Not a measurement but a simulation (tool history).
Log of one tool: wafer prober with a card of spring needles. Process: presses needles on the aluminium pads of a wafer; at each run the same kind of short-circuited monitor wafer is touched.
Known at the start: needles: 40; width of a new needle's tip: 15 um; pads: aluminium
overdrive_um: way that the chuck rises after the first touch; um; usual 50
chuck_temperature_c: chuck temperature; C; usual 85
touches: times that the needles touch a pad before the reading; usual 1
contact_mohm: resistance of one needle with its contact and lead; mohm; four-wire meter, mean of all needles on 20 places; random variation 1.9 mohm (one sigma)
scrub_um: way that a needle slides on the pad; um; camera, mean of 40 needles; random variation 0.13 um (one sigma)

| run | hour | overdrive_um | chuck_temperature_c | touches | contact_mohm | scrub_um |
|---|---|---|---|---|---|---|
| 1 | 0 | 50 | 85 | 1 | 220 | 9.65 |
| 2 | 5.9 | 50 | 85 | 1 | 298 | 8.83 |
| 3 | 16 | 50 | 85 | 1 | 241 | 8.84 |
| 4 | 23.8 | 50 | 40 | 1 | 243 | 8.91 |
| 5 | 28.7 | 50 | 85 | 1 | 241 | 9.15 |
| 6 | 33.8 | 50 | 85 | 1 | 226 | 8.99 |
| 7 | 44.5 | 50 | 85 | 2 | 235 | 8.95 |
| 8 | 51.8 | 50 | 85 | 2 | 241 | 8.92 |
| 9 | 62 | 50 | 85 | 2 | 220 | 8.67 |
| 10 | 72.7 | 49 | 85 | 2 | 233 | 8.89 |
| 11 | 82.9 | 50 | 85 | 1 | 220 | 8.79 |
| 12 | 88.3 | 44 | 85 | 1 | 286 | 7.57 |
| 13 | 97.3 | 44 | 85 | 1 | 242 | 7.38 |
| 14 | 108 | 50 | 85 | 1 | 263 | 8.92 |
| 15 | 118.4 | 50 | 85 | 1 | 237 | 8.77 |
| 16 | 129.4 | 39 | 85 | 1 | 243 | 6.52 |
| 17 | 137.9 | 35 | 56 | 1 | 289 | 5.76 |
| 18 | 149.4 | 41 | 48 | 2 | 214 | 6.64 |
| 19 | 157.9 | 41 | 48 | 2 | 233 | 6.75 |
| 20 | 166.6 | 50 | 61 | 2 | 232 | 8.45 |
| 21 | 178.1 | 43 | 29 | 1 | 239 | 7.29 |
| 22 | 185.5 | 43 | 29 | 1 | 252 | 7.28 |
| 23 | 195.9 | 50 | 93 | 1 | 217 | 8.64 |
| 24 | 205 | 50 | 93 | 1 | 241 | 8.43 |
| 25 | 215 | 50 | 93 | 1 | 269 | 8.46 |
| 26 | 219.9 | 39 | 55 | 2 | 261 | 6.18 |
| 27 | 230.8 | 39 | 55 | 2 | 232 | 6.29 |
| 28 | 241.7 | 39 | 55 | 2 | 279 | 6.29 |
| 29 | 248.2 | 39 | 55 | 2 | 272 | 6.09 |
| 30 | 254.1 | 50 | 76 | 1 | 251 | 8.42 |
| 31 | 261.4 | 32 | 91 | 1 | 390 | 4.54 |
| 32 | 268.1 | 33 | 31 | 1 | 270 | 7.11 |

Not shown: 41 entries that the log had between the listed runs. Between which runs, and how does the tool's hidden state differ before and after?
Between runs 1 and 2: tips cleaned on abrasive film (hour 5.3)
  debris on the tips, nm: 11.9 -> 61.8; way that the needles fall short of the set height, um: 4.27 -> 7.07; tips' diameter, um: 16.5 -> 16.83
  measured less the result without the state, contact_mohm: +18 -> +93 mohm; scrub_um: -0.91 -> -1.46 um
Between runs 2 and 3: tips cleaned on abrasive film (hour 12.4)
  debris on the tips, nm: 61.8 -> 25.4; way that the needles fall short of the set height, um: 7.07 -> 7.14; tips' diameter, um: 16.83 -> 16.85
  measured less the result without the state, contact_mohm: +93 -> +41 mohm; scrub_um: -1.46 -> -1.48 um
Between runs 3 and 4: tips cleaned on abrasive film (hour 19.1)
  debris on the tips, nm: 25.4 -> 29.3; way that the needles fall short of the set height, um: 7.14 -> 7.2; tips' diameter, um: 16.85 -> 16.87
  measured less the result without the state, contact_mohm: +41 -> +49 mohm; scrub_um: -1.48 -> -1.49 um
Between runs 4 and 5: tips cleaned on abrasive film (hour 25.7)
  debris on the tips, nm: 29.3 -> 21.8; way that the needles fall short of the set height, um: 7.2 -> 7.28; tips' diameter, um: 16.87 -> 16.9
  measured less the result without the state, contact_mohm: +49 -> +37 mohm; scrub_um: -1.49 -> -1.54 um
Between runs 5 and 6: tips cleaned on abrasive film (hour 32.3)
  debris on the tips, nm: 21.8 -> 12.4; way that the needles fall short of the set height, um: 7.28 -> 7.35; tips' diameter, um: 16.9 -> 16.93
  measured less the result without the state, contact_mohm: +37 -> +23 mohm; scrub_um: -1.54 -> -1.54 um
Between runs 6 and 7: tips cleaned on abrasive film (hour 39.2)
  debris on the tips, nm: 12.4 -> 30.9; way that the needles fall short of the set height, um: 7.35 -> 7.42; tips' diameter, um: 16.93 -> 16.95
  measured less the result without the state, contact_mohm: +23 -> +32 mohm; scrub_um: -1.54 -> -1.58 um
Between runs 7 and 8: tips cleaned on abrasive film (hour 45.9)
  debris on the tips, nm: 30.9 -> 33; way that the needles fall short of the set height, um: 7.42 -> 7.5; tips' diameter, um: 16.95 -> 16.98
  measured less the result without the state, contact_mohm: +32 -> +35 mohm; scrub_um: -1.58 -> -1.58 um
Between runs 8 and 9: tips cleaned on abrasive film (hour 52.9); tips cleaned on abrasive film (hour 59.9)
  debris on the tips, nm: 33 -> 17.1; way that the needles fall short of the set height, um: 7.5 -> 7.65; tips' diameter, um: 16.98 -> 17.03
  measured less the result without the state, contact_mohm: +35 -> +21 mohm; scrub_um: -1.58 -> -1.57 um
Between runs 9 and 10: tips cleaned on abrasive film (hour 66.7); tips cleaned on abrasive film, once more (hour 68.6)
  debris on the tips, nm: 17.1 -> 24.5; way that the needles fall short of the set height, um: 7.65 -> 7.8; tips' diameter, um: 17.03 -> 17.08
  measured less the result without the state, contact_mohm: +21 -> +29 mohm; scrub_um: -1.57 -> -1.66 um
Between runs 10 and 11: tips cleaned on abrasive film (hour 75.1); tips cleaned on abrasive film (hour 82.2)
  debris on the tips, nm: 24.5 -> 7.4; way that the needles fall short of the set height, um: 7.8 -> 7.96; tips' diameter, um: 17.08 -> 17.14
  measured less the result without the state, contact_mohm: +29 -> +18 mohm; scrub_um: -1.66 -> -1.67 um
Between runs 12 and 13: tips cleaned on abrasive film (hour 89); tips cleaned on abrasive film (hour 95.8)
  debris on the tips, nm: 36.4 -> 12.9; way that the needles fall short of the set height, um: 7.96 -> 8.15; tips' diameter, um: 17.14 -> 17.2
  measured less the result without the state, contact_mohm: +80 -> +34 mohm; scrub_um: -1.66 -> -1.71 um
Between runs 13 and 14: tips cleaned on abrasive film (hour 102.3)
  debris on the tips, nm: 12.9 -> 34.3; way that the needles fall short of the set height, um: 8.15 -> 8.2; tips' diameter, um: 17.2 -> 17.22
  measured less the result without the state, contact_mohm: +34 -> +59 mohm; scrub_um: -1.71 -> -1.73 um
Between runs 14 and 15: tips cleaned on abrasive film (hour 109); tips cleaned on abrasive film (hour 115.8)
  debris on the tips, nm: 34.3 -> 19.9; way that the needles fall short of the set height, um: 8.2 -> 8.34; tips' diameter, um: 17.22 -> 17.27
  measured less the result without the state, contact_mohm: +59 -> +37 mohm; scrub_um: -1.73 -> -1.77 um
Between runs 15 and 16: tips cleaned on abrasive film (hour 122.2); tips cleaned on abrasive film (hour 128.6)
  debris on the tips, nm: 19.9 -> 7.7; way that the needles fall short of the set height, um: 8.34 -> 8.51; tips' diameter, um: 17.27 -> 17.33
  measured less the result without the state, contact_mohm: +37 -> +33 mohm; scrub_um: -1.77 -> -1.81 um
Between runs 16 and 17: tips cleaned on abrasive film (hour 135.6)
  debris on the tips, nm: 7.7 -> 17.9; way that the needles fall short of the set height, um: 8.51 -> 8.58; tips' diameter, um: 17.33 -> 17.36
  measured less the result without the state, contact_mohm: +33 -> +81 mohm; scrub_um: -1.81 -> -1.82 um
Between runs 17 and 18: tips cleaned on abrasive film (hour 142.6); tips cleaned on abrasive film (hour 149.2)
  debris on the tips, nm: 17.9 -> 4.7; way that the needles fall short of the set height, um: 8.58 -> 8.72; tips' diameter, um: 17.36 -> 17.4
  measured less the result without the state, contact_mohm: +81 -> +17 mohm; scrub_um: -1.82 -> -1.83 um
Between runs 18 and 19: tips cleaned on abrasive film (hour 155.9)
  debris on the tips, nm: 4.7 -> 14.9; way that the needles fall short of the set height, um: 8.72 -> 8.82; tips' diameter, um: 17.4 -> 17.44
  measured less the result without the state, contact_mohm: +17 -> +34 mohm; scrub_um: -1.83 -> -1.85 um
Between runs 19 and 20: tips cleaned on abrasive film (hour 162.5)
  debris on the tips, nm: 14.9 -> 25.7; way that the needles fall short of the set height, um: 8.82 -> 8.9; tips' diameter, um: 17.44 -> 17.47
  measured less the result without the state, contact_mohm: +34 -> +33 mohm; scrub_um: -1.85 -> -1.86 um
Between runs 20 and 21: tips cleaned on abrasive film (hour 169.5); tips cleaned on abrasive film (hour 176.1)
  debris on the tips, nm: 25.7 -> 15.6; way that the needles fall short of the set height, um: 8.9 -> 9.04; tips' diameter, um: 17.47 -> 17.52
  measured less the result without the state, contact_mohm: +33 -> +47 mohm; scrub_um: -1.86 -> -1.89 um
Between runs 21 and 22: tips cleaned on abrasive film (hour 182.6)
  debris on the tips, nm: 15.6 -> 20.4; way that the needles fall short of the set height, um: 9.04 -> 9.12; tips' diameter, um: 17.52 -> 17.54
  measured less the result without the state, contact_mohm: +47 -> +59 mohm; scrub_um: -1.89 -> -1.94 um
Between runs 22 and 23: tips cleaned on abrasive film (hour 189.5); tips cleaned on abrasive film (hour 195.9)
  debris on the tips, nm: 20.4 -> 1.7; way that the needles fall short of the set height, um: 9.12 -> 9.27; tips' diameter, um: 17.54 -> 17.6
  measured less the result without the state, contact_mohm: +59 -> +11 mohm; scrub_um: -1.94 -> -1.96 um
Between runs 23 and 24: tips cleaned on abrasive film (hour 202.3)
  debris on the tips, nm: 1.7 -> 18.9; way that the needles fall short of the set height, um: 9.27 -> 9.37; tips' diameter, um: 17.6 -> 17.63
  measured less the result without the state, contact_mohm: +11 -> +39 mohm; scrub_um: -1.96 -> -1.95 um
Between runs 24 and 25: tips cleaned on abrasive film (hour 209)
  debris on the tips, nm: 18.9 -> 33.6; way that the needles fall short of the set height, um: 9.37 -> 9.45; tips' diameter, um: 17.63 -> 17.66
  measured less the result without the state, contact_mohm: +39 -> +64 mohm; scrub_um: -1.95 -> -1.98 um
Between runs 25 and 26: tips cleaned on abrasive film (hour 216.1)
  debris on the tips, nm: 33.6 -> 25.3; way that the needles fall short of the set height, um: 9.45 -> 9.51; tips' diameter, um: 17.66 -> 17.68
  measured less the result without the state, contact_mohm: +64 -> +60 mohm; scrub_um: -1.98 -> -2.03 um
Between runs 26 and 27: tips cleaned on abrasive film (hour 223.3); tips cleaned on abrasive film (hour 229.9)
  debris on the tips, nm: 25.3 -> 8.8; way that the needles fall short of the set height, um: 9.51 -> 9.68; tips' diameter, um: 17.68 -> 17.74
  measured less the result without the state, contact_mohm: +60 -> +29 mohm; scrub_um: -2.03 -> -2.04 um
Between runs 27 and 28: tips cleaned on abrasive film (hour 237.2)
  debris on the tips, nm: 8.8 -> 30.4; way that the needles fall short of the set height, um: 9.68 -> 9.77; tips' diameter, um: 17.74 -> 17.77
  measured less the result without the state, contact_mohm: +29 -> +73 mohm; scrub_um: -2.04 -> -2.05 um
Between runs 28 and 29: tips cleaned on abrasive film (hour 243.8)
  debris on the tips, nm: 30.4 -> 29; way that the needles fall short of the set height, um: 9.77 -> 9.84; tips' diameter, um: 17.77 -> 17.79
  measured less the result without the state, contact_mohm: +73 -> +70 mohm; scrub_um: -2.05 -> -2.08 um
Between runs 29 and 30: tips cleaned on abrasive film (hour 250.6)
  debris on the tips, nm: 29 -> 22.9; way that the needles fall short of the set height, um: 9.84 -> 9.91; tips' diameter, um: 17.79 -> 17.82
  measured less the result without the state, contact_mohm: +70 -> +48 mohm; scrub_um: -2.08 -> -2.09 um
Between runs 30 and 31: tips cleaned on abrasive film (hour 257)
  debris on the tips, nm: 22.9 -> 29.2; way that the needles fall short of the set height, um: 9.91 -> 10.01; tips' diameter, um: 17.82 -> 17.85
  measured less the result without the state, contact_mohm: +48 -> +174 mohm; scrub_um: -2.09 -> -2.11 um
Between runs 31 and 32: tips cleaned on abrasive film (hour 264.4); height of the first contact set anew (hour 264.7)
  debris on the tips, nm: 29.2 -> 23.8; way that the needles fall short of the set height, um: 10.01 -> 0; tips' diameter, um: 17.85 -> 17.88
  measured less the result without the state, contact_mohm: +174 -> +69 mohm; scrub_um: -2.11 -> +0 um

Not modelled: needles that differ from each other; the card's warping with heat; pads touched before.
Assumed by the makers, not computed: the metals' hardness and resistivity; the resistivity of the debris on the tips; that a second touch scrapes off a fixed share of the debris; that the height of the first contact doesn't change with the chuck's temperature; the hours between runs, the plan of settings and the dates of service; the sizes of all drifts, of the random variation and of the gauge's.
